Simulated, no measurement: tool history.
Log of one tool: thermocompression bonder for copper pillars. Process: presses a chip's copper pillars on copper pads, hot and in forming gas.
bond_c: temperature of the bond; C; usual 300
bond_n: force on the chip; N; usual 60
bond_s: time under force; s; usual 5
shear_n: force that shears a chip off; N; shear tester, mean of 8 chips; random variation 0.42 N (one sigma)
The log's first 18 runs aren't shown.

run     day  bond_c  bond_n  bond_s  hours of work since the heater was calibrated  hours of work since the force cell was calibrated  hours of work since the gas filter was changed  shear_n
 19   4.567     304      60       5                                            134                                                256                                             213     42.6
 20   4.758     304      60       5                                            136                                                258                                             215     42.8
      5.054  -- forming gas filter changed
 21   5.058     300      44       5                                            139                                                261                                               0     33.4
 22   5.325     295      60       5                                            141                                                264                                               3     38.4
 23   5.550     295      60       5                                            144                                                266                                               5     38.5
 24   5.808     295      60       5                                            146                                                269                                               8     38.7
 25   6.158     273      80       3                                            150                                                272                                              11     29.4
 26   6.342     316      80       7                                            152                                                274                                              13     63.3
 27   6.554     316      80       7                                            154                                                276                                              15     63.6
 28   6.808     290      80       7                                            157                                                279                                              18     48.4
 29   7.112     290      80      14                                            160                                                282                                              21     60.0
 30   7.350     287      48       4                                            162                                                285                                              24     27.0
 31   7.621     287      48       4                                            165                                                287                                              26     26.5
 32   7.883     287      48       4                                            168                                                290                                              29     26.4
 33   8.112     290      60      13                                            170                                                292                                              31     49.1
 34   8.483     306      52       3                                            174                                                296                                              35     33.1
 35   8.875     303      43       3                                            178                                                300                                              39     27.7
 36   9.138     300      60       3                                            181                                                303                                              42     34.0
 37   9.483     300      60       3                                            184                                                306                                              45     33.4
 38   9.738     278      46       9                                            187                                                309                                              48     31.0
 39  10.008     315      37       4                                            189                                                312                                              51     31.9
 40  10.388     308      40       7                                            193                                                316                                              55     38.4
 41  10.583     307      72       7                                            195                                                318                                              57     54.7

Forecast each of these 3 alternatives for the next run:
  A  10.762     300      60       8                                            197                                                320                                              59        ?
  B  10.762     289      69       3                                            197                                                320                                              59        ?
  C  10.762     307      72       3                                            197                                                320                                              59        ?

run  shear_n
  A     48.7
  B     32.7
  C     42.7
Without the tool's hidden state the same runs would have given:
run  shear_n
  A     48.7
  B     32.7
  C     42.7
